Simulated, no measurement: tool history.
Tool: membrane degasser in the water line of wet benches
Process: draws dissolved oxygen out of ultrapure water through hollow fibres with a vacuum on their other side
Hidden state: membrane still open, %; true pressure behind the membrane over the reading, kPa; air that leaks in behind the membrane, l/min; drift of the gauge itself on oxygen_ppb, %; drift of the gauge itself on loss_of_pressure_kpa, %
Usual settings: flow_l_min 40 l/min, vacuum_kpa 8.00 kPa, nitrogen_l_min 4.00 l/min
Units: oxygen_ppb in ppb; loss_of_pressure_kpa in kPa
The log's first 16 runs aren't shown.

run,hour,flow_l_min,vacuum_kpa,nitrogen_l_min,hours since the membrane was changed,hours since the vacuum gauge was calibrated,hours since the vacuum lines were made tight,oxygen_ppb,loss_of_pressure_kpa
17,560.1,60,8.00,4.00,1831,3181,645,212.2,59.67
18,585.8,60,8.99,2.46,1857,3207,670,347.7,59.79
19,613.4,60,8.99,2.46,1884,3234,698,342.2,59.19
20,661.0,43,8.00,4.00,1932,3282,745,132.0,43.14
21,690.3,41,8.00,10.94,1961,3311,775,52.0,40.89
22,720.0,35,17.46,2.49,1991,3341,804,443.0,34.72
23,752.5,40,16.61,4.99,2023,3374,837,254.1,40.22
# hour 775.2: gauge calibrated
24,791.9,40,16.61,4.99,2063,3413,876,256.2,39.23
25,818.0,40,4.88,5.72,2089,3439,902,35.4,39.05
26,865.8,29,8.00,9.73,2137,3487,950,36.6,28.10
27,894.7,45,7.59,1.74,2166,3516,979,251.1,44.05
28,940.4,40,5.19,3.85,2211,3561,1025,55.8,39.32
29,961.8,40,5.19,3.85,2233,3583,1046,55.6,39.57
30,997.5,27,19.89,1.73,2268,3619,1082,567.9,26.43
31,1044.6,25,6.92,7.34,2316,3666,1129,31.3,24.62

Forecast each of these 5 alternatives for the next run:
A,1085.9,26,14.89,5.12,2357,3707,1170,?,?
B,1085.9,25,5.51,6.36,2357,3707,1170,?,?
C,1085.9,59,12.17,4.00,2357,3707,1170,?,?
D,1085.9,56,14.39,2.47,2357,3707,1170,?,?
E,1085.9,62,16.25,4.23,2357,3707,1170,?,?

run,oxygen_ppb,loss_of_pressure_kpa
A,143.4,25.37
B,22.8,24.60
C,343.0,57.95
D,567.7,55.51
E,470.4,61.23
Without the tool's hidden state the same runs would have given:
run,oxygen_ppb,loss_of_pressure_kpa
A,143.4,25.09
B,22.8,24.33
C,342.8,57.32
D,567.5,54.90
E,470.2,60.56

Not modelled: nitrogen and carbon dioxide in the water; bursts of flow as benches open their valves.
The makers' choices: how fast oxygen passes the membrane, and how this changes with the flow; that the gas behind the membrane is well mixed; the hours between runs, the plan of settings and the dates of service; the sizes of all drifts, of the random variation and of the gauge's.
